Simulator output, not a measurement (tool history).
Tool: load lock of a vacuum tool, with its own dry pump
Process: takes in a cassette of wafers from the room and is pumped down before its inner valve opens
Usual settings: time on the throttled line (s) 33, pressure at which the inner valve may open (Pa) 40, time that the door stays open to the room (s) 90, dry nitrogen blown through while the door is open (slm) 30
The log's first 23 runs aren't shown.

run,hour,time on the throttled line (s),pressure at which the inner valve may open (Pa),time that the door stays open to the room (s),dry nitrogen blown through while the door is open (slm),"incoming humidity of the room's air, %",time from the closed door until the inner valve may open (s),rise of the pressure with all valves shut (Pa/min)
24,1581.5,32,57,193,38,43.2,46.42,0.1
25,1638.5,45,38,90,30,42.7,59.37,0.09
26,1695.6,18,38,26,30,44.1,34.66,0.083
27,1778.4,33,40,79,17,44,48.26,0.11
28,1827.2,33,40,79,17,44.8,48.22,0.11
29,1912,23,66,79,27,44.7,38.04,0.096
30,1951.8,43,49,40,38,46.4,56.82,0.085
31,2014.7,33,40,32,37,46,48.29,0.083
32,2083.6,33,32,79,30,44.9,48.85,0.101
33,2143,33,32,79,30,43.8,48.61,0.099
34,2212.1,33,32,167,26,46.9,48.62,0.119
35,2257.4,36,30,61,26,48,51.69,0.11
36,2329.3,36,32,61,26,40.9,51.34,0.099

The next listed run, before its measurement:
37,2368.5,28,42,79,10,43.4,?,?

{"run 37": {"time from the closed door until the inner valve may open (s)": 43.55, "rise of the pressure with all valves shut (Pa/min)": 0.133}}
Without the tool's hidden state the same run would have given time from the closed door until the inner valve may open (s) 42.81, rise of the pressure with all valves shut (Pa/min) 0.089.

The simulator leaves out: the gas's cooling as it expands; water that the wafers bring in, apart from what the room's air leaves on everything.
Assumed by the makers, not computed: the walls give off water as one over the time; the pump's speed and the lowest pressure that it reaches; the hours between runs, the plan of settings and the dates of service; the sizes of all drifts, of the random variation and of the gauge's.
